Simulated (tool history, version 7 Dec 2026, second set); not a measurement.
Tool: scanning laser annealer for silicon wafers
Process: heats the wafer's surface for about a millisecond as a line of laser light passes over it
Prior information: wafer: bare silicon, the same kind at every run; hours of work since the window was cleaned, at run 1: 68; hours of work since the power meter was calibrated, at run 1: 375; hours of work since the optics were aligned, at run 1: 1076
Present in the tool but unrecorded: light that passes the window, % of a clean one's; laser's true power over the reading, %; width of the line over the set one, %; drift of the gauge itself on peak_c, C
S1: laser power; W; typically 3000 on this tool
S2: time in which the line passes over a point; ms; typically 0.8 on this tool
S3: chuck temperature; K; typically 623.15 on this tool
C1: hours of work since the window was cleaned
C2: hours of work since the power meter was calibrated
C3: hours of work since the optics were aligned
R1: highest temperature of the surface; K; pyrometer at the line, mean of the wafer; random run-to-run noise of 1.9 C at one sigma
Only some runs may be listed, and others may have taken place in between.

run,day,S1,S2,S3,C1,C2,C3,R1
1,0,3000,0.8,623.15,68,375,1076,1420.15
2,0.404,3000,0.8,623.15,74,381,1082,1422.15
3,1.183,3000,0.8,623.15,86,393,1094,1417.15
4,1.996,3000,0.8,623.15,98,406,1106,1415.15
5,2.6,3000,0.8,623.15,107,415,1115,1418.15
6,3.188,3000,0.8,623.15,116,424,1124,1415.15
7,3.842,3163,0.8,623.15,126,434,1134,1461.15
8,4.558,3000,0.8,623.15,137,445,1145,1415.15
9,4.904,3000,0.8,623.15,143,450,1151,1413.15
10,5.55,3000,0.8,660.15,152,460,1160,1450.15
11,5.979,3000,0.8,653.15,159,467,1167,1442.15
12,6.692,3000,0.8,623.15,170,477,1178,1410.15
13,7.179,3000,0.8,623.15,177,485,1185,1409.15
14,7.871,3000,0.8,623.15,188,495,1196,1412.15
15,8.2,3000,0.8,623.15,193,500,1201,1410.15
16,8.929,2987,0.8,623.15,204,512,1212,1405.15
17,9.521,2987,0.8,623.15,213,521,1221,1405.15
18,9.862,2987,0.8,623.15,218,526,1226,1405.15
19,10.212,2987,0.8,623.15,224,531,1232,1405.15
20,10.608,2987,0.8,623.15,230,537,1238,1405.15
21,11.329,2987,0.8,623.15,241,548,1249,1405.15
22,11.942,3174,0.746,623.15,250,558,1258,1424.15
# day 12.425: optics aligned, line set to its width
23,12.617,3000,0.8,633.15,257,565,3,1432.15
24,12.992,3000,0.8,633.15,263,570,9,1432.15
25,13.458,3118,0.776,637.15,270,578,16,1456.15
26,14.188,2999,0.919,632.15,281,589,27,1487.15
27,14.733,2870,0.721,645.15,289,597,35,1371.15
28,15.396,3244,0.691,592.15,300,607,45,1395.15
29,15.725,3244,0.691,592.15,305,612,50,1400.15
30,16.492,3186,0.62,654.15,316,624,62,1404.15
31,17.062,3005,0.859,660.15,325,633,71,1484.15
32,17.783,3005,0.859,660.15,336,644,82,1483.15
33,18.154,3005,0.859,660.15,342,649,88,1481.15
34,18.858,3000,0.654,605.15,353,660,98,1324.15
35,19.238,3076,0.917,613.15,358,666,104,1483.15
36,20.008,3000,0.876,597.15,370,678,116,1422.15
37,20.554,3000,0.996,604.15,378,686,124,1482.15
38,21.354,3179,0.638,623.15,391,698,136,1373.15
39,22.054,3236,0.74,619.15,401,709,147,1442.15
40,22.858,3236,0.74,619.15,414,721,159,1439.15

Same runs, no hidden state in the tool, same run-to-run variation:
run,R1
1,1442.15
2,1445.15
3,1441.15
4,1440.15
5,1443.15
6,1442.15
7,1490.15
8,1443.15
9,1441.15
10,1480.15
11,1473.15
12,1441.15
13,1441.15
14,1444.15
15,1443.15
16,1440.15
17,1440.15
18,1440.15
19,1441.15
20,1442.15
21,1443.15
22,1464.15
23,1451.15
24,1451.15
25,1477.15
26,1510.15
27,1391.15
28,1418.15
29,1424.15
30,1428.15
31,1510.15
32,1511.15
33,1509.15
34,1350.15
35,1514.15
36,1453.15
37,1516.15
38,1403.15
39,1475.15
40,1475.15
